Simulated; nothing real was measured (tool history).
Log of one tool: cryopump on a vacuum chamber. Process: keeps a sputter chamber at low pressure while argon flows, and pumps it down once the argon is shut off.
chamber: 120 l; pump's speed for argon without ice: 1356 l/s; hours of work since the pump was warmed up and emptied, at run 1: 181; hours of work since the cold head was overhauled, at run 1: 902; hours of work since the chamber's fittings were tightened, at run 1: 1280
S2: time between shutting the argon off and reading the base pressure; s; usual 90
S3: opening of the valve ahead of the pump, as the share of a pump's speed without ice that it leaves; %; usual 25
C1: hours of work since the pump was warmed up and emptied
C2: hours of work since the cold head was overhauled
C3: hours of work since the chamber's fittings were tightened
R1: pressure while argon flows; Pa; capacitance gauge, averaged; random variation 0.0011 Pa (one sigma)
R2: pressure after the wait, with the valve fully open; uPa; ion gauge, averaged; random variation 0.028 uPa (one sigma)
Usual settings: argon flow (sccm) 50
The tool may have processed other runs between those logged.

run 1 hour=0.0 | argon_flow_(sccm)=50 S2=90 S3=25 | C1=181 C2=902 C3=1280 | R1=0.2537 R2=2.12
run 2 hour=51.1 | argon_flow_(sccm)=68 S2=90 S3=25 | C1=202 C2=923 C3=1301 | R1=0.3478 R2=2.10
run 3 hour=89.5 | argon_flow_(sccm)=68 S2=90 S3=25 | C1=218 C2=939 C3=1317 | R1=0.3496 R2=2.06
run 4 hour=136.6 | argon_flow_(sccm)=50 S2=90 S3=25 | C1=238 C2=958 C3=1336 | R1=0.2582 R2=2.18
run 5 hour=178.6 | argon_flow_(sccm)=50 S2=90 S3=25 | C1=255 C2=976 C3=1354 | R1=0.2551 R2=2.17
run 6 hour=240.1 | argon_flow_(sccm)=50 S2=90 S3=25 | C1=280 C2=1001 C3=1379 | R1=0.2570 R2=2.28
run 7 hour=272.1 | argon_flow_(sccm)=50 S2=90 S3=25 | C1=294 C2=1014 C3=1392 | R1=0.2560 R2=2.17
run 8 hour=332.8 | argon_flow_(sccm)=50 S2=90 S3=25 | C1=319 C2=1039 C3=1417 | R1=0.2593 R2=2.22
run 9 hour=385.7 | argon_flow_(sccm)=33 S2=56 S3=15 | C1=340 C2=1061 C3=1439 | R1=0.2826 R2=2.97
run 10 hour=418.9 | argon_flow_(sccm)=60 S2=90 S3=34 | C1=354 C2=1075 C3=1453 | R1=0.2323 R2=2.26
run 11 hour=465.8 | argon_flow_(sccm)=53 S2=90 S3=53 | C1=373 C2=1094 C3=1472 | R1=0.1355 R2=2.27
run 12 hour=502.6 | argon_flow_(sccm)=50 S2=26 S3=30 | C1=389 C2=1109 C3=1487 | R1=0.2178 R2=4.99
run 13 hour=533.9 | argon_flow_(sccm)=50 S2=26 S3=30 | C1=402 C2=1122 C3=1500 | R1=0.2210 R2=4.84
run 14 hour=595.8 | argon_flow_(sccm)=50 S2=26 S3=21 | C1=427 C2=1148 C3=1526 | R1=0.3068 R2=5.03
run 15 hour=625.6 | argon_flow_(sccm)=57 S2=46 S3=19 | C1=439 C2=1160 C3=1538 | R1=0.3910 R2=3.44
run 16 hour=671.6 | argon_flow_(sccm)=52 S2=45 S3=25 | C1=458 C2=1179 C3=1557 | R1=0.2753 R2=3.44

Run by run, hidden condition taken away, random variation retained:
What the log doesn't record here: pump's speed, % of a pump's without ice; cold plate's temperature, K; leak into the chamber, uPa l/s; drift of the gauge itself on working_pa, %; drift of the gauge itself on base_upa, %.
run=1 R1=0.2487 R2=1.32
run=2 R1=0.3402 R2=1.28
run=3 R1=0.3415 R2=1.25
run=4 R1=0.2516 R2=1.31
run=5 R1=0.2480 R2=1.29
run=6 R1=0.2491 R2=1.35
run=7 R1=0.2479 R2=1.28
run=8 R1=0.2504 R2=1.28
run=9 R1=0.2763 R2=1.98
run=10 R1=0.2203 R2=1.31
run=11 R1=0.1244 R2=1.28
run=12 R1=0.2069 R2=3.97
run=13 R1=0.2095 R2=3.82
run=14 R1=0.2947 R2=3.96
run=15 R1=0.3766 R2=2.35
run=16 R1=0.2615 R2=2.35

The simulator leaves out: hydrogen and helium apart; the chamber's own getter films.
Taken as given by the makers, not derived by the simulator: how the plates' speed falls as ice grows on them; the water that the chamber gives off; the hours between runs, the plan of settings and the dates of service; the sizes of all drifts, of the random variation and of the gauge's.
